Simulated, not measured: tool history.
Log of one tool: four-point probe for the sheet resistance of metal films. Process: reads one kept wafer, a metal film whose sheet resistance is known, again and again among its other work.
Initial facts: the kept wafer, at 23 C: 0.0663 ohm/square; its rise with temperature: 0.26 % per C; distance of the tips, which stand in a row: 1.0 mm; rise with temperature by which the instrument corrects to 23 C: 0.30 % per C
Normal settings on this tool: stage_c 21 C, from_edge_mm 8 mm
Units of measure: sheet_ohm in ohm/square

| run | hour | stage_c | from_edge_mm | sheet_ohm |
|---|---|---|---|---|
| 1 | 0.0 | 21 | 8 | 0.066913 |
| 2 | 20.2 | 21 | 8 | 0.066905 |
| 3 | 36.5 | 21 | 8 | 0.066905 |
| 4 | 57.0 | 21 | 8 | 0.066911 |
| 5 | 76.4 | 21 | 8 | 0.066909 |
| 6 | 86.1 | 21 | 8 | 0.066920 |
| 7 | 96.5 | 21 | 8 | 0.066868 |
| 8 | 116.8 | 21 | 8 | 0.066910 |
| 9 | 129.8 | 21 | 8 | 0.066904 |
| 10 | 149.3 | 25 | 8 | 0.066794 |
| 11 | 170.8 | 25 | 8 | 0.066814 |
| 12 | 184.5 | 21 | 12 | 0.066583 |
| 13 | 204.2 | 31 | 5 | 0.067533 |
| 14 | 212.9 | 31 | 5 | 0.067467 |
| 15 | 231.4 | 31 | 23 | 0.066176 |
| 16 | 248.5 | 23 | 3 | 0.070038 |
| 17 | 267.8 | 34 | 46 | 0.066068 |

What will run 18 give?
| 18 | 280.3 | 34 | 46 | ? |

sheet_ohm: 0.066030 ohm/square
With the hidden condition absent and the run-to-run variation left alone, this run would have shown sheet_ohm 0.066028 ohm/square.

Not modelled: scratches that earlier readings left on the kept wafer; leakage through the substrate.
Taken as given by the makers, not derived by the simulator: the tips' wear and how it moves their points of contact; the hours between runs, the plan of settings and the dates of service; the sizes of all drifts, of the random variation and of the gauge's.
